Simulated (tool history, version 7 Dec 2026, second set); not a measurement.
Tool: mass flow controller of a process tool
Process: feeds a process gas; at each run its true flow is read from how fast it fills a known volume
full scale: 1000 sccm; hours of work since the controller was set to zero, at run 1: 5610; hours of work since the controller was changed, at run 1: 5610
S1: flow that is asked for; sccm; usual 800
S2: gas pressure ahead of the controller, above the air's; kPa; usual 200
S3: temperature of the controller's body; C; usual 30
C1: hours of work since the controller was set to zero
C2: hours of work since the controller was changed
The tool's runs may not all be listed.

run 1 hour=0.0 | S1=800 S2=200 S3=30 | C1=5610 C2=5610 | true_flow_(%)=98.91
run 2 hour=333.8 | S1=800 S2=200 S3=30 | C1=5818 C2=5818 | true_flow_(%)=99.16
-- hour=464.4 controller exchanged for a calibrated one
run 3 hour=728.3 | S1=800 S2=200 S3=34 | C1=165 C2=165 | true_flow_(%)=98.68
run 4 hour=945.5 | S1=800 S2=200 S3=30 | C1=300 C2=300 | true_flow_(%)=99.02
run 5 hour=1166.7 | S1=800 S2=200 S3=30 | C1=438 C2=438 | true_flow_(%)=99.04
run 6 hour=1529.6 | S1=800 S2=200 S3=30 | C1=664 C2=664 | true_flow_(%)=99.15
run 7 hour=1700.6 | S1=800 S2=200 S3=30 | C1=771 C2=771 | true_flow_(%)=99.17
run 8 hour=2098.3 | S1=800 S2=200 S3=30 | C1=1019 C2=1019 | true_flow_(%)=99.19
run 9 hour=2480.0 | S1=800 S2=200 S3=30 | C1=1257 C2=1257 | true_flow_(%)=99.28
run 10 hour=2796.0 | S1=652 S2=200 S3=30 | C1=1454 C2=1454 | true_flow_(%)=98.96
run 11 hour=3181.1 | S1=652 S2=200 S3=23 | C1=1695 C2=1695 | true_flow_(%)=99.53
run 12 hour=3412.8 | S1=260 S2=200 S3=30 | C1=1839 C2=1839 | true_flow_(%)=98.00
run 13 hour=3710.6 | S1=260 S2=176 S3=30 | C1=2025 C2=2025 | true_flow_(%)=97.90
run 14 hour=3931.4 | S1=204 S2=190 S3=35 | C1=2163 C2=2163 | true_flow_(%)=97.36
run 15 hour=4177.2 | S1=136 S2=190 S3=33 | C1=2316 C2=2316 | true_flow_(%)=97.26
run 16 hour=4571.6 | S1=107 S2=165 S3=39 | C1=2562 C2=2562 | true_flow_(%)=96.61
run 17 hour=4900.4 | S1=692 S2=157 S3=35 | C1=2767 C2=2767 | true_flow_(%)=98.55
run 18 hour=5298.6 | S1=622 S2=235 S3=21 | C1=3016 C2=3016 | true_flow_(%)=100.06
run 19 hour=5676.3 | S1=800 S2=178 S3=38 | C1=3251 C2=3251 | true_flow_(%)=98.65
run 20 hour=5885.0 | S1=800 S2=173 S3=33 | C1=3381 C2=3381 | true_flow_(%)=99.09
run 21 hour=6209.2 | S1=800 S2=173 S3=33 | C1=3584 C2=3584 | true_flow_(%)=99.24
run 22 hour=6554.1 | S1=800 S2=173 S3=33 | C1=3799 C2=3799 | true_flow_(%)=99.32
run 23 hour=6966.0 | S1=800 S2=173 S3=33 | C1=4056 C2=4056 | true_flow_(%)=99.25
run 24 hour=7172.1 | S1=717 S2=173 S3=32 | C1=4184 C2=4184 | true_flow_(%)=99.18
run 25 hour=7563.4 | S1=426 S2=210 S3=36 | C1=4428 C2=4428 | true_flow_(%)=98.14

The same runs without the tool's hidden state, with the same run-to-run variation:
The hidden state here: flow at rest that the sensor doesn't see, % of full scale; true flow over the shown one, %; drift of the gauge itself on true_pct, %.
run=1 true_flow_(%)=98.92
run=2 true_flow_(%)=99.14
run=3 true_flow_(%)=98.61
run=4 true_flow_(%)=98.92
run=5 true_flow_(%)=98.93
run=6 true_flow_(%)=99.00
run=7 true_flow_(%)=99.00
run=8 true_flow_(%)=98.98
run=9 true_flow_(%)=99.03
run=10 true_flow_(%)=98.69
run=11 true_flow_(%)=99.22
run=12 true_flow_(%)=97.66
run=13 true_flow_(%)=97.54
run=14 true_flow_(%)=96.98
run=15 true_flow_(%)=96.86
run=16 true_flow_(%)=96.17
run=17 true_flow_(%)=98.07
run=18 true_flow_(%)=99.53
run=19 true_flow_(%)=98.09
run=20 true_flow_(%)=98.51
run=21 true_flow_(%)=98.62
run=22 true_flow_(%)=98.67
run=23 true_flow_(%)=98.56
run=24 true_flow_(%)=98.47
run=25 true_flow_(%)=97.41

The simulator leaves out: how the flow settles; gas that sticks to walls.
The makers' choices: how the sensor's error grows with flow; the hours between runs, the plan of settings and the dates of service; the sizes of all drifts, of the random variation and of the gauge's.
